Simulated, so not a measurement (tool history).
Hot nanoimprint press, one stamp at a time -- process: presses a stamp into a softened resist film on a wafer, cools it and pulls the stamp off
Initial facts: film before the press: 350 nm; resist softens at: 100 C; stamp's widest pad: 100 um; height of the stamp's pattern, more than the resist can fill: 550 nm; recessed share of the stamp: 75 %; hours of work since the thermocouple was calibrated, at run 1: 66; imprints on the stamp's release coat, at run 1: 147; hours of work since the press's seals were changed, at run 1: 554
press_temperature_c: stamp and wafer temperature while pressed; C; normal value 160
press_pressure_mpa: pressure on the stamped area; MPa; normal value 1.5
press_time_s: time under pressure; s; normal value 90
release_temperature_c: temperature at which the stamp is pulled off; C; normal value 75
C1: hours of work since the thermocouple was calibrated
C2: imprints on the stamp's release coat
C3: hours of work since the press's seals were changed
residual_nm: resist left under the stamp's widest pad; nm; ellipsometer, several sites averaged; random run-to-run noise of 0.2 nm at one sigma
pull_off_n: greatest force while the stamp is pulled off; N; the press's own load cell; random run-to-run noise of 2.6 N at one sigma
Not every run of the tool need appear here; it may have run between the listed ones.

run 1 day=0 | press_temperature_c=160 press_pressure_mpa=1.5 press_time_s=90 release_temperature_c=75 | C1=66 C2=147 C3=554 | residual_nm=180.6 pull_off_n=201
run 2 day=1.679 | press_temperature_c=160 press_pressure_mpa=1.5 press_time_s=90 release_temperature_c=75 | C1=87 C2=217 C3=576 | residual_nm=181.2 pull_off_n=204
run 3 day=3.171 | press_temperature_c=160 press_pressure_mpa=1.5 press_time_s=90 release_temperature_c=75 | C1=107 C2=279 C3=595 | residual_nm=181 pull_off_n=201
run 4 day=4.65 | press_temperature_c=160 press_pressure_mpa=1.5 press_time_s=90 release_temperature_c=75 | C1=126 C2=340 C3=614 | residual_nm=181.4 pull_off_n=201
run 5 day=6.254 | press_temperature_c=160 press_pressure_mpa=1.5 press_time_s=90 release_temperature_c=75 | C1=147 C2=407 C3=635 | residual_nm=181.8 pull_off_n=197
run 6 day=7.688 | press_temperature_c=160 press_pressure_mpa=1.5 press_time_s=90 release_temperature_c=75 | C1=165 C2=466 C3=654 | residual_nm=182 pull_off_n=205
run 7 day=8.742 | press_temperature_c=160 press_pressure_mpa=1.5 press_time_s=90 release_temperature_c=75 | C1=179 C2=510 C3=667 | residual_nm=182 pull_off_n=205
run 8 day=9.992 | press_temperature_c=162 press_pressure_mpa=1.5 press_time_s=52 release_temperature_c=75 | C1=195 C2=562 C3=683 | residual_nm=205 pull_off_n=199
run 9 day=10.675 | press_temperature_c=162 press_pressure_mpa=1.5 press_time_s=52 release_temperature_c=75 | C1=204 C2=590 C3=692 | residual_nm=205.1 pull_off_n=198
run 10 day=11.862 | press_temperature_c=168 press_pressure_mpa=1.59 press_time_s=90 release_temperature_c=75 | C1=220 C2=639 C3=708 | residual_nm=133.4 pull_off_n=199

Run 11 is up next; what results do you expect?
run 11 day=12.95 | press_temperature_c=160 press_pressure_mpa=1.5 press_time_s=126 release_temperature_c=75 | C1=234 C2=684 C3=722 | residual_nm=? pull_off_n=?

{"run 11": {"residual_nm": 161.7, "pull_off_n": 202}}
Without the tool's hidden state the same run would have given residual_nm 159.8 nm, pull_off_n 202 N.

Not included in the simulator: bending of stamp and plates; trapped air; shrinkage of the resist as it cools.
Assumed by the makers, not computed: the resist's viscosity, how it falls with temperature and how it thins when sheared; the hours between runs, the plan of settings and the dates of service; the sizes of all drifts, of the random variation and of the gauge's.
